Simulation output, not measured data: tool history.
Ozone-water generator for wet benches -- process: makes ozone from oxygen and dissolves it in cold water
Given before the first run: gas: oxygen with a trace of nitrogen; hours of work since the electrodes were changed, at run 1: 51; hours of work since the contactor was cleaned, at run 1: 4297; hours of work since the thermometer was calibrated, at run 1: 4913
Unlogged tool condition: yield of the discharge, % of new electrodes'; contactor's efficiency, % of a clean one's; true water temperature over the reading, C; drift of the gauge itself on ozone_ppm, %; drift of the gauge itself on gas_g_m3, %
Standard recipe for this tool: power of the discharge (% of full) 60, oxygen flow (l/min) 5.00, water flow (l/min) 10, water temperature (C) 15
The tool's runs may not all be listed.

run   hour  power of the discharge (% of full)  oxygen flow (l/min)  water flow (l/min)  water temperature (C)  hours of work since the electrodes were changed  hours of work since the contactor was cleaned  hours of work since the thermometer was calibrated  dissolved ozone (ppm)  ozone in the gas ahead of the water (g/m3)
  1    0.0                                  60                 5.00                  10                     15                                               51                                           4297                                                4913                   33.2                                       227.1
  2   28.8                                  60                 2.91                  10                     15                                               69                                           4315                                                4931                   35.2                                       314.7
  3   78.5                                  60                 2.91                  10                     15                                              100                                           4346                                                4962                   35.9                                       312.2
  4  128.3                                  60                 2.91                  10                     15                                              131                                           4377                                                4993                   35.5                                       313.5
     134.2  -- water thermometer calibrated
  5  174.6                                  60                 7.99                  10                     15                                              159                                           4405                                                  25                   29.4                                       171.1
  6  200.1                                  60                 7.99                  10                     15                                              175                                           4421                                                  41                   29.8                                       170.3
  7  230.4                                  60                 7.99                  10                     15                                              194                                           4440                                                  60                   29.6                                       170.6
  8  265.0                                  60                 7.99                  10                     15                                              215                                           4461                                                  81                   29.8                                       172.9
  9  293.4                                  60                 7.99                  10                     15                                              233                                           4479                                                  99                   29.5                                       173.0
     298.9  -- water thermometer calibrated, once more
 10  346.6                                  60                 7.99                  10                     15                                              266                                           4512                                                  30                   29.8                                       170.3
 11  401.1                                  60                 7.99                  10                     15                                              299                                           4546                                                  63                   30.1                                       171.6
 12  463.0                                  60                 7.99                  10                      9                                              338                                           4584                                                 102                   33.8                                       171.5
 13  518.0                                  60                 5.00                  10                      8                                              372                                           4618                                                 136                   37.8                                       226.2
 14  573.9                                  60                 5.00                  10                      8                                              407                                           4653                                                 171                   37.5                                       224.5
 15  614.4                                  60                 5.00                  10                      8                                              432                                           4678                                                 196                   38.3                                       225.9
 16  656.2                                  60                 5.00                  10                      8                                              458                                           4704                                                 222                   38.1                                       225.7

For run 17, what comes out?
 17  714.8                                  60                 5.00                  10                      8                                              494                                           4740                                                 258                      ?                                           ?

For run 17 the tool returned dissolved ozone (ppm) 37.5, ozone in the gas ahead of the water (g/m3) 226.9.
On a tool with no hidden condition, and with the same random variation, this run would have come out at dissolved ozone (ppm) 39.2, ozone in the gas ahead of the water (g/m3) 228.0.
